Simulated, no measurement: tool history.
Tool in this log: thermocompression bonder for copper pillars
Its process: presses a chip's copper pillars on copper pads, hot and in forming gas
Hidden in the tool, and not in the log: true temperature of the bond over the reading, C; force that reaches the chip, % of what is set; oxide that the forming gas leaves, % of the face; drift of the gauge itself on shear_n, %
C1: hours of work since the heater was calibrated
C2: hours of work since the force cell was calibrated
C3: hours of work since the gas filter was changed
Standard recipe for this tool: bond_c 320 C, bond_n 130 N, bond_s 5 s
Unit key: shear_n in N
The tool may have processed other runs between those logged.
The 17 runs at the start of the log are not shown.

Run 18, hour 311.0: usual settings; C1 491; C2 305; C3 25. Result: shear_n 44.7 N.
Run 19, hour 323.9: usual settings; C1 498; C2 312; C3 31. Result: shear_n 43.7 N.
Run 20, hour 337.8: usual settings but bond_c 327 C; C1 505; C2 319; C3 38. Result: shear_n 47.5 N.
Run 21, hour 361.7: usual settings but bond_c 327 C, bond_n 174 N, bond_s 9 s; C1 517; C2 332; C3 51. Result: shear_n 69.2 N.
Run 22, hour 375.8: usual settings but bond_c 344 C; C1 524; C2 339; C3 58. Result: shear_n 57.1 N.
Run 23, hour 392.9: usual settings but bond_c 344 C; C1 533; C2 348; C3 67. Result: shear_n 56.2 N.
Run 24, hour 407.4: usual settings but bond_c 310 C, bond_s 14 s; C1 541; C2 355; C3 74. Result: shear_n 53.4 N.
Run 25, hour 428.0: usual settings but bond_c 310 C, bond_s 14 s; C1 552; C2 366; C3 85. Result: shear_n 53.6 N.
Run 26, hour 444.0: usual settings but bond_c 310 C, bond_s 14 s; C1 560; C2 374; C3 93. Result: shear_n 53.5 N.
Run 27, hour 465.9: usual settings but bond_c 339 C, bond_n 190 N, bond_s 7 s; C1 571; C2 386; C3 105. Result: shear_n 72.2 N.
Run 28, hour 485.6: usual settings but bond_c 295 C; C1 581; C2 396; C3 115. Result: shear_n 29.2 N.
At hour 489.4: heater calibrated with a thermocouple chip.
Run 29, hour 505.3: usual settings but bond_n 81 N, bond_s 9 s; C1 8; C2 405; C3 124. Result: shear_n 35.2 N.
Run 30, hour 519.1: usual settings but bond_n 81 N, bond_s 3 s; C1 15; C2 412; C3 131. Result: shear_n 22.1 N.
Run 31, hour 540.8: usual settings but bond_n 104 N, bond_s 14 s; C1 27; C2 423; C3 142. Result: shear_n 49.0 N.
Run 32, hour 562.8: usual settings but bond_c 329 C, bond_s 10 s; C1 38; C2 435; C3 154. Result: shear_n 56.3 N.
Run 33, hour 582.9: usual settings but bond_n 125 N, bond_s 8 s; C1 48; C2 445; C3 164. Result: shear_n 45.6 N.
Run 34, hour 597.6: usual settings but bond_c 332 C, bond_n 82 N, bond_s 8 s; C1 56; C2 453; C3 172. Result: shear_n 37.6 N.
At hour 600.3: forming gas filter changed.
At hour 606.7: heater calibrated with a thermocouple chip, once more.
Run 35, hour 611.0: usual settings but bond_c 332 C, bond_n 82 N, bond_s 8 s; C1 2; C2 458; C3 5. Result: shear_n 42.8 N.
Run 36, hour 624.4: usual settings but bond_c 332 C, bond_n 82 N, bond_s 8 s; C1 9; C2 465; C3 11. Result: shear_n 44.2 N.
Run 37, hour 635.2: usual settings but bond_c 304 C, bond_n 115 N, bond_s 8 s; C1 15; C2 471; C3 17. Result: shear_n 39.4 N.
Run 38, hour 659.0: usual settings but bond_c 304 C, bond_n 115 N, bond_s 8 s; C1 27; C2 483; C3 29. Result: shear_n 39.6 N.
Run 39, hour 670.7: usual settings but bond_c 304 C, bond_n 115 N, bond_s 8 s; C1 33; C2 489; C3 35. Result: shear_n 39.0 N.
Run 40, hour 691.8: usual settings but bond_c 304 C, bond_n 115 N, bond_s 8 s; C1 44; C2 500; C3 46. Result: shear_n 38.0 N.

4 options for the next run, each taken on its own from the tool as it stands now. Forecast them:
Run A, hour 716.3: usual settings but bond_s 6 s; C1 57; C2 513; C3 59. Result: shear_n ?.
Run B, hour 716.3: usual settings but bond_c 304 C, bond_n 115 N, bond_s 10 s; C1 57; C2 513; C3 59. Result: shear_n ?.
Run C, hour 716.3: usual settings but bond_c 304 C, bond_s 8 s; C1 57; C2 513; C3 59. Result: shear_n ?.
Run D, hour 716.3: usual settings but bond_c 293 C, bond_n 107 N; C1 57; C2 513; C3 59. Result: shear_n ?.

run  shear_n
  A     45.8
  B     40.9
  C     41.4
  D     24.0
Take away the tool's hidden state, keep each run's random variation, and the runs would have read:
run  shear_n
  A     48.9
  B     43.7
  C     44.3
  D     25.9

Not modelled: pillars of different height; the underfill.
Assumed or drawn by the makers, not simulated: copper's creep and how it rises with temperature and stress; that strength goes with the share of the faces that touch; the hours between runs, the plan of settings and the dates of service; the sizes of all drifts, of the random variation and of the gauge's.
